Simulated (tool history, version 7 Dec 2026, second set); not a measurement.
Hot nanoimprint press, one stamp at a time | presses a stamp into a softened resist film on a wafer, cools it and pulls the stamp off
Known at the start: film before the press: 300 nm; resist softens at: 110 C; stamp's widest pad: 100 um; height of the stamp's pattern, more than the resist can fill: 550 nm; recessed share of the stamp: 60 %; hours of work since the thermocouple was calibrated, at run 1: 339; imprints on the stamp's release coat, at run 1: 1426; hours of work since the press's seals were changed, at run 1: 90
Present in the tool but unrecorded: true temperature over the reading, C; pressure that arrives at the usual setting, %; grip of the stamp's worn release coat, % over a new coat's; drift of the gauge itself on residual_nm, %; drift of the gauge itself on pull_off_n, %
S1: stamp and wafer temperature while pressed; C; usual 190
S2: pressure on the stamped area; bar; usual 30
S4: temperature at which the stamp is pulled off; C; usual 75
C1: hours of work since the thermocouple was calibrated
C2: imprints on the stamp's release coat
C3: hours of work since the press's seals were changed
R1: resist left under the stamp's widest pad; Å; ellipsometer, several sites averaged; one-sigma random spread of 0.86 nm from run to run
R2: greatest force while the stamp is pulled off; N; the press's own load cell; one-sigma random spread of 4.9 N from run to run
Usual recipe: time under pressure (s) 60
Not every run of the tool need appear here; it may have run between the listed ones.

{"run": 1, "hour": 0.0, "S1": 190, "S2": 30, "time under pressure (s)": 60, "S4": 75, "C1": 339, "C2": 1426, "C3": 90, "R1": 1169, "R2": 241}
{"run": 2, "hour": 4.1, "S1": 190, "S2": 30, "time under pressure (s)": 60, "S4": 75, "C1": 342, "C2": 1441, "C3": 93, "R1": 1171, "R2": 247}
{"run": 3, "hour": 11.4, "S1": 190, "S2": 30, "time under pressure (s)": 60, "S4": 77, "C1": 346, "C2": 1468, "C3": 97, "R1": 1165, "R2": 245}
{"run": 4, "hour": 16.4, "S1": 190, "S2": 30, "time under pressure (s)": 60, "S4": 75, "C1": 349, "C2": 1486, "C3": 100, "R1": 1164, "R2": 237}
{"run": 5, "hour": 25.5, "S1": 190, "S2": 30, "time under pressure (s)": 60, "S4": 75, "C1": 355, "C2": 1520, "C3": 106, "R1": 1171, "R2": 250}
{"run": 6, "hour": 33.3, "S1": 190, "S2": 25.2, "time under pressure (s)": 60, "S4": 75, "C1": 359, "C2": 1549, "C3": 110, "R1": 1265, "R2": 238}
{"run": 7, "hour": 37.8, "S1": 190, "S2": 25.2, "time under pressure (s)": 60, "S4": 75, "C1": 362, "C2": 1566, "C3": 113, "R1": 1267, "R2": 241}
{"run": 8, "hour": 42.6, "S1": 190, "S2": 25.2, "time under pressure (s)": 60, "S4": 75, "C1": 365, "C2": 1583, "C3": 116, "R1": 1286, "R2": 238}
{"run": 9, "hour": 50.1, "S1": 190, "S2": 25.2, "time under pressure (s)": 60, "S4": 75, "C1": 370, "C2": 1611, "C3": 121, "R1": 1291, "R2": 238}
{"run": 10, "hour": 55.9, "S1": 191, "S2": 25.2, "time under pressure (s)": 60, "S4": 75, "C1": 373, "C2": 1632, "C3": 124, "R1": 1254, "R2": 250}
{"run": 11, "hour": 63.8, "S1": 190, "S2": 21.5, "time under pressure (s)": 60, "S4": 75, "C1": 378, "C2": 1662, "C3": 129, "R1": 1380, "R2": 240}
{"run": 12, "hour": 72.7, "S1": 190, "S2": 42.7, "time under pressure (s)": 60, "S4": 75, "C1": 383, "C2": 1695, "C3": 134, "R1": 958, "R2": 243}
{"run": 13, "hour": 80.3, "S1": 190, "S2": 42.7, "time under pressure (s)": 60, "S4": 75, "C1": 388, "C2": 1723, "C3": 139, "R1": 973, "R2": 249}
{"run": 14, "hour": 89.1, "S1": 190, "S2": 42.7, "time under pressure (s)": 60, "S4": 75, "C1": 393, "C2": 1755, "C3": 144, "R1": 972, "R2": 238}
{"run": 15, "hour": 98.4, "S1": 190, "S2": 42.7, "time under pressure (s)": 60, "S4": 75, "C1": 399, "C2": 1790, "C3": 150, "R1": 968, "R2": 233}
{"run": 16, "hour": 105.4, "S1": 190, "S2": 42.7, "time under pressure (s)": 60, "S4": 75, "C1": 403, "C2": 1815, "C3": 154, "R1": 971, "R2": 228}
{"run": 17, "hour": 111.2, "S1": 190, "S2": 33.8, "time under pressure (s)": 60, "S4": 75, "C1": 407, "C2": 1837, "C3": 158, "R1": 1084, "R2": 245}

Run 18 is up next; what results do you expect?
{"run": 18, "hour": 119.2, "S1": 190, "S2": 33.8, "time under pressure (s)": 60, "S4": 75, "C1": 412, "C2": 1867, "C3": 163, "R1": "?", "R2": "?"}

Logged for run 18: R1 1095 Å, R2 245 N.
The same run, on a tool lacking any hidden state, would have yielded R1 1100 Å, R2 241 N.
